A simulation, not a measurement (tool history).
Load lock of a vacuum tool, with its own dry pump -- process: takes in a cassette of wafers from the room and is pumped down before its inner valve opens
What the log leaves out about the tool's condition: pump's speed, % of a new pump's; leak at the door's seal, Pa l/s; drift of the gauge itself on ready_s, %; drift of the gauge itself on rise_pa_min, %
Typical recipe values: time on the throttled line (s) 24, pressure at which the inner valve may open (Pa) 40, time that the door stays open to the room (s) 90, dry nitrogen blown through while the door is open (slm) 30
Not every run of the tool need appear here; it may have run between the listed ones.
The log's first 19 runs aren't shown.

run	day	time on the throttled line (s)	pressure at which the inner valve may open (Pa)	time that the door stays open to the room (s)	dry nitrogen blown through while the door is open (slm)	hours that the pump has run since its overhaul	times that the door has closed on its seal	incoming humidity of the room's air, %	time from the closed door until the inner valve may open (s)	rise of the pressure with all valves shut (Pa/min)
20	128.454	24	40	90	30	5599	21704	43.3	44.4	0.094
21	133.012	17	69	45	5	5708	21980	44.2	36.9	0.110
22	137.196	36	57	135	7	5809	22233	47.6	52.5	0.119
23	144.308	23	43	90	30	5980	22664	45.5	42.9	0.103
24	152.400	23	43	90	30	6174	23154	47.7	43.2	0.103
25	159.754	23	43	90	30	6350	23599	46.6	43.3	0.102
26	165.658	24	35	41	6	6492	23956	46.7	44.1	0.111
27	173.950	18	40	90	30	6691	24458	43.4	39.3	0.112
28	179.671	32	41	66	30	6828	24805	46.6	51.1	0.107

What will run 29 give?
29	189.258	24	52	162	6	7058	25385	44.9	?	?

time from the closed door until the inner valve may open (s): 43.8
rise of the pressure with all valves shut (Pa/min): 0.129
The same run, on a tool lacking any hidden state, would have yielded time from the closed door until the inner valve may open (s) 42.7, rise of the pressure with all valves shut (Pa/min) 0.036.

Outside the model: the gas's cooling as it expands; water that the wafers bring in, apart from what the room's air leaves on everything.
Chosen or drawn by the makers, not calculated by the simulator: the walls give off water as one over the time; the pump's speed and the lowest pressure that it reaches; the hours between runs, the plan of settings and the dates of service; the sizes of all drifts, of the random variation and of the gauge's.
